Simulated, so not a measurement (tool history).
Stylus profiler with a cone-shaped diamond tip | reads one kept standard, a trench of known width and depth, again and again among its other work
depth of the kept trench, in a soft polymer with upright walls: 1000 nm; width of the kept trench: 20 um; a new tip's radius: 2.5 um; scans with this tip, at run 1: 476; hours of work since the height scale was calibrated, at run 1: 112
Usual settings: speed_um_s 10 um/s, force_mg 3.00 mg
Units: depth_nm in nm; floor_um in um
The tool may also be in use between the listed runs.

run,hour,speed_um_s,force_mg,scans with this tip,hours of work since the height scale was calibrated,depth_nm,floor_um
1,0.0,10,3.00,476,112,1011.74,15.78
2,53.9,10,1.16,580,137,1006.10,15.67
3,83.7,10,1.16,638,151,1006.03,15.69
4,106.5,10,1.16,682,161,1005.75,15.68
5,130.1,10,1.16,728,172,1005.54,15.70
6,182.0,10,1.16,829,196,1005.49,15.63
7,204.7,10,1.05,873,206,1005.47,15.61
8,246.8,10,1.05,954,226,1005.40,15.66
9,279.9,10,1.05,1019,241,1005.28,15.61
10,303.3,10,1.41,1064,252,1006.40,15.62
11,352.6,7,3.00,1160,274,1011.21,15.64
12,378.2,10,2.06,1209,286,1008.88,15.64
13,431.4,10,2.06,1312,311,1008.68,15.63
14,457.2,10,8.14,1362,322,1023.23,15.56
15,482.7,10,2.93,1412,334,1010.85,15.62
16,520.0,10,2.93,1484,351,1011.28,15.51
17,574.4,10,2.93,1590,376,1010.84,15.49
18,604.4,10,2.93,1648,390,1011.22,15.41
19,654.7,10,3.00,1746,413,1011.50,15.44
20,694.5,10,3.00,1823,431,1010.93,15.42
21,725.8,10,3.00,1884,446,1010.99,15.42
# hour 730.2: height scale calibrated on a step standard
22,759.8,8,3.00,1949,14,1011.21,15.39
23,798.8,8,3.00,2024,31,1010.98,15.43
24,837.5,4,3.00,2099,49,1011.14,15.39
25,880.4,4,1.21,2182,69,1005.34,15.38
26,915.7,16,2.01,2251,85,1007.74,15.33
27,955.6,26,4.33,2328,103,1014.27,15.24
28,1008.1,9,6.21,2430,128,1018.58,15.30
29,1046.3,9,3.47,2504,145,1012.15,15.23
# hour 1067.2: height scale calibrated on a step standard, once more
30,1084.7,5,4.12,2578,8,1014.97,15.28
31,1141.2,4,5.32,2687,34,1018.15,15.28
32,1176.0,10,8.73,2755,50,1025.22,15.23
33,1219.5,26,3.00,2839,70,1012.10,15.10
34,1260.7,9,4.61,2919,89,1015.89,15.16
35,1283.5,24,7.54,2963,99,1022.66,15.13
36,1306.3,3,1.38,3008,110,1007.22,15.20
37,1330.6,38,2.56,3055,121,1010.87,14.95
38,1355.7,38,7.26,3103,132,1022.04,15.08
39,1385.9,4,1.09,3162,146,1006.14,15.15
40,1412.0,29,2.57,3213,158,1010.89,14.98
41,1450.8,3,7.63,3288,176,1022.93,15.16
42,1490.4,3,1.00,3365,194,1005.47,15.11
43,1517.4,37,5.28,3417,207,1017.84,14.95
44,1541.1,27,3.51,3463,218,1013.68,15.00
45,1582.1,27,3.51,3543,236,1013.58,14.90

Forecast each of these 5 alternatives for the next run:
A,1621.5,15,1.75,3619,254,?,?
B,1621.5,3,3.73,3619,254,?,?
C,1621.5,3,2.07,3619,254,?,?
D,1621.5,27,6.52,3619,254,?,?
E,1621.5,2,3.51,3619,254,?,?

run,depth_nm,floor_um
A,1008.56,14.92
B,1014.00,15.09
C,1009.69,15.07
D,1020.42,15.03
E,1013.51,15.03
Without the tool's hidden state the same runs would have given:
run,depth_nm,floor_um
A,1008.91,15.84
B,1014.35,16.02
C,1010.05,15.99
D,1020.78,15.95
E,1013.86,15.95
